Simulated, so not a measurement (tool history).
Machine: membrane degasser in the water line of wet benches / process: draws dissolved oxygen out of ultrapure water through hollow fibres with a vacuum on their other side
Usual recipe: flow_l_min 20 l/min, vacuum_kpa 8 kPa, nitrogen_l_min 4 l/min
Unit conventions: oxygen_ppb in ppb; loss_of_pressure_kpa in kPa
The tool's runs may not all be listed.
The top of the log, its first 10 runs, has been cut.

{"run": 11, "hour": 1435.4, "flow_l_min": 20, "vacuum_kpa": 5.31, "nitrogen_l_min": 4, "oxygen_ppb": 32.3, "loss_of_pressure_kpa": 62.88}
{"run": 12, "hour": 1515.3, "flow_l_min": 20, "vacuum_kpa": 5.31, "nitrogen_l_min": 4, "oxygen_ppb": 31.6, "loss_of_pressure_kpa": 63.57}
{"run": 13, "hour": 1649.2, "flow_l_min": 20, "vacuum_kpa": 5.31, "nitrogen_l_min": 4, "oxygen_ppb": 32.3, "loss_of_pressure_kpa": 63.52}
{"run": 14, "hour": 1788.9, "flow_l_min": 20, "vacuum_kpa": 5.31, "nitrogen_l_min": 4, "oxygen_ppb": 31.9, "loss_of_pressure_kpa": 63.3}
{"run": 15, "hour": 1876.8, "flow_l_min": 20, "vacuum_kpa": 8, "nitrogen_l_min": 4, "oxygen_ppb": 64.5, "loss_of_pressure_kpa": 63.35}
{"run": 16, "hour": 2059.3, "flow_l_min": 20, "vacuum_kpa": 8, "nitrogen_l_min": 4, "oxygen_ppb": 65.5, "loss_of_pressure_kpa": 63.69}
{"run": 17, "hour": 2165.4, "flow_l_min": 28, "vacuum_kpa": 8, "nitrogen_l_min": 4, "oxygen_ppb": 97.5, "loss_of_pressure_kpa": 88.75}
{"run": 18, "hour": 2258.9, "flow_l_min": 15, "vacuum_kpa": 14.96, "nitrogen_l_min": 5.75, "oxygen_ppb": 78.8, "loss_of_pressure_kpa": 47.3}
{"run": 19, "hour": 2383.3, "flow_l_min": 15, "vacuum_kpa": 14.96, "nitrogen_l_min": 5.75, "oxygen_ppb": 78.7, "loss_of_pressure_kpa": 47.61}
{"run": 20, "hour": 2549.6, "flow_l_min": 15, "vacuum_kpa": 14.96, "nitrogen_l_min": 5.75, "oxygen_ppb": 77.8, "loss_of_pressure_kpa": 47.33}
{"run": 21, "hour": 2644.0, "flow_l_min": 24, "vacuum_kpa": 5.01, "nitrogen_l_min": 3.95, "oxygen_ppb": 38.2, "loss_of_pressure_kpa": 75.71}
{"run": 22, "hour": 2815.7, "flow_l_min": 27, "vacuum_kpa": 10.1, "nitrogen_l_min": 3.58, "oxygen_ppb": 140.8, "loss_of_pressure_kpa": 85.99}
{"run": 23, "hour": 2904.3, "flow_l_min": 19, "vacuum_kpa": 12.81, "nitrogen_l_min": 4.21, "oxygen_ppb": 111.6, "loss_of_pressure_kpa": 60.43}
{"run": 24, "hour": 3054.8, "flow_l_min": 20, "vacuum_kpa": 6.09, "nitrogen_l_min": 4, "oxygen_ppb": 42.6, "loss_of_pressure_kpa": 63.59}
{"run": 25, "hour": 3188.9, "flow_l_min": 20, "vacuum_kpa": 6.09, "nitrogen_l_min": 4, "oxygen_ppb": 42.6, "loss_of_pressure_kpa": 63.62}
{"run": 26, "hour": 3280.8, "flow_l_min": 20, "vacuum_kpa": 6.09, "nitrogen_l_min": 4, "oxygen_ppb": 43.1, "loss_of_pressure_kpa": 63.85}
{"run": 27, "hour": 3469.6, "flow_l_min": 17, "vacuum_kpa": 6.95, "nitrogen_l_min": 4, "oxygen_ppb": 44.4, "loss_of_pressure_kpa": 54.26}
{"run": 28, "hour": 3576.2, "flow_l_min": 17, "vacuum_kpa": 8.87, "nitrogen_l_min": 4, "oxygen_ppb": 64.3, "loss_of_pressure_kpa": 54.03}
{"run": 29, "hour": 3725.3, "flow_l_min": 24, "vacuum_kpa": 19.89, "nitrogen_l_min": 10.44, "oxygen_ppb": 105.5, "loss_of_pressure_kpa": 76.22}
{"run": 30, "hour": 3810.6, "flow_l_min": 12, "vacuum_kpa": 8, "nitrogen_l_min": 4, "oxygen_ppb": 37.7, "loss_of_pressure_kpa": 38.15}
{"run": 31, "hour": 3902.2, "flow_l_min": 15, "vacuum_kpa": 10.29, "nitrogen_l_min": 1.61, "oxygen_ppb": 162, "loss_of_pressure_kpa": 48.04}
{"run": 32, "hour": 4012.7, "flow_l_min": 15, "vacuum_kpa": 10.29, "nitrogen_l_min": 1.61, "oxygen_ppb": 163.2, "loss_of_pressure_kpa": 47.47}

Below are 4 alternative next runs, each starting from the tool's condition after run 32. Predict each:
{"run": "A", "hour": 4147.2, "flow_l_min": 15, "vacuum_kpa": 15.02, "nitrogen_l_min": 1.61, "oxygen_ppb": "?", "loss_of_pressure_kpa": "?"}
{"run": "B", "hour": 4147.2, "flow_l_min": 31, "vacuum_kpa": 8, "nitrogen_l_min": 4, "oxygen_ppb": "?", "loss_of_pressure_kpa": "?"}
{"run": "C", "hour": 4147.2, "flow_l_min": 23, "vacuum_kpa": 8.27, "nitrogen_l_min": 4, "oxygen_ppb": "?", "loss_of_pressure_kpa": "?"}
{"run": "D", "hour": 4147.2, "flow_l_min": 20, "vacuum_kpa": 10.86, "nitrogen_l_min": 4.59, "oxygen_ppb": "?", "loss_of_pressure_kpa": "?"}

run=A oxygen_ppb=260.3 loss_of_pressure_kpa=47.77
run=B oxygen_ppb=113.2 loss_of_pressure_kpa=98.94
run=C oxygen_ppb=82.9 loss_of_pressure_kpa=73.29
run=D oxygen_ppb=89.2 loss_of_pressure_kpa=63.61
With the hidden condition removed and each run's random variation left untouched, the same runs would have given:
run=A oxygen_ppb=253.3 loss_of_pressure_kpa=46.38
run=B oxygen_ppb=106.1 loss_of_pressure_kpa=96.05
run=C oxygen_ppb=78.3 loss_of_pressure_kpa=71.14
run=D oxygen_ppb=85.5 loss_of_pressure_kpa=61.75
